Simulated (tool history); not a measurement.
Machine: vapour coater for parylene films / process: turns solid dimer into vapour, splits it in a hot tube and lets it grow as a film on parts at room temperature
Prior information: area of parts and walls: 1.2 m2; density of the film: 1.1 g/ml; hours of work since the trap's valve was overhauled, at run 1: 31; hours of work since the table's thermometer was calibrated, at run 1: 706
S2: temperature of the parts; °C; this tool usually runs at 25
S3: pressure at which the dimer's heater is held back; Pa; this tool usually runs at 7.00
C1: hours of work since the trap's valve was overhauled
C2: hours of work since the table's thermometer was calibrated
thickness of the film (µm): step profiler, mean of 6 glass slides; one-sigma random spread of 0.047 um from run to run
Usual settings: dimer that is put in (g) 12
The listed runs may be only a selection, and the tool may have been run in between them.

run 1 day=0.000 | dimer_that_is_put_in_(g)=12 S2=25 S3=7.00 | C1=31 C2=706 | thickness_of_the_film_(µm)=5.38
run 2 day=0.712 | dimer_that_is_put_in_(g)=12 S2=25 S3=7.00 | C1=43 C2=718 | thickness_of_the_film_(µm)=5.31
run 3 day=1.242 | dimer_that_is_put_in_(g)=12 S2=25 S3=7.00 | C1=52 C2=727 | thickness_of_the_film_(µm)=5.39
run 4 day=1.675 | dimer_that_is_put_in_(g)=12 S2=25 S3=2.06 | C1=59 C2=735 | thickness_of_the_film_(µm)=6.81
run 5 day=2.500 | dimer_that_is_put_in_(g)=12 S2=25 S3=2.06 | C1=73 C2=749 | thickness_of_the_film_(µm)=6.86
run 6 day=2.954 | dimer_that_is_put_in_(g)=12 S2=25 S3=2.06 | C1=81 C2=757 | thickness_of_the_film_(µm)=6.89
run 7 day=3.871 | dimer_that_is_put_in_(g)=6 S2=25 S3=2.06 | C1=97 C2=772 | thickness_of_the_film_(µm)=3.42
run 8 day=4.292 | dimer_that_is_put_in_(g)=12 S2=35 S3=7.00 | C1=104 C2=779 | thickness_of_the_film_(µm)=3.45
run 9 day=4.862 | dimer_that_is_put_in_(g)=12 S2=25 S3=5.99 | C1=114 C2=789 | thickness_of_the_film_(µm)=5.53
run 10 day=5.458 | dimer_that_is_put_in_(g)=12 S2=25 S3=5.99 | C1=124 C2=799 | thickness_of_the_film_(µm)=5.59
run 11 day=6.000 | dimer_that_is_put_in_(g)=19 S2=25 S3=7.00 | C1=133 C2=809 | thickness_of_the_film_(µm)=8.39
run 12 day=6.942 | dimer_that_is_put_in_(g)=13 S2=26 S3=7.00 | C1=150 C2=825 | thickness_of_the_film_(µm)=5.51
run 13 day=7.458 | dimer_that_is_put_in_(g)=22 S2=26 S3=7.00 | C1=158 C2=834 | thickness_of_the_film_(µm)=9.40
run 14 day=8.283 | dimer_that_is_put_in_(g)=5 S2=25 S3=7.00 | C1=173 C2=848 | thickness_of_the_film_(µm)=2.23
run 15 day=8.738 | dimer_that_is_put_in_(g)=5 S2=25 S3=7.00 | C1=180 C2=856 | thickness_of_the_film_(µm)=2.27
run 16 day=9.742 | dimer_that_is_put_in_(g)=12 S2=24 S3=6.44 | C1=198 C2=873 | thickness_of_the_film_(µm)=5.65
run 17 day=10.329 | dimer_that_is_put_in_(g)=12 S2=33 S3=6.44 | C1=208 C2=883 | thickness_of_the_film_(µm)=3.78

Each row is a separate what-if for the run after 17, all from the same tool condition, not one after another. Results?
run A day=11.171 | dimer_that_is_put_in_(g)=9 S2=32 S3=3.15 | C1=222 C2=897 | thickness_of_the_film_(µm)=?
run B day=11.171 | dimer_that_is_put_in_(g)=12 S2=34 S3=7.00 | C1=222 C2=897 | thickness_of_the_film_(µm)=?
run C day=11.171 | dimer_that_is_put_in_(g)=12 S2=26 S3=9.35 | C1=222 C2=897 | thickness_of_the_film_(µm)=?
run D day=11.171 | dimer_that_is_put_in_(g)=12 S2=33 S3=6.44 | C1=222 C2=897 | thickness_of_the_film_(µm)=?
run E day=11.171 | dimer_that_is_put_in_(g)=19 S2=25 S3=7.00 | C1=222 C2=897 | thickness_of_the_film_(µm)=?

run=A thickness_of_the_film_(µm)=3.42
run=B thickness_of_the_film_(µm)=3.59
run=C thickness_of_the_film_(µm)=4.84
run=D thickness_of_the_film_(µm)=3.81
run=E thickness_of_the_film_(µm)=8.40
Had the tool no hidden state, the same runs would have come out as:
run=A thickness_of_the_film_(µm)=3.43
run=B thickness_of_the_film_(µm)=3.61
run=C thickness_of_the_film_(µm)=4.86
run=D thickness_of_the_film_(µm)=3.83
run=E thickness_of_the_film_(µm)=8.43

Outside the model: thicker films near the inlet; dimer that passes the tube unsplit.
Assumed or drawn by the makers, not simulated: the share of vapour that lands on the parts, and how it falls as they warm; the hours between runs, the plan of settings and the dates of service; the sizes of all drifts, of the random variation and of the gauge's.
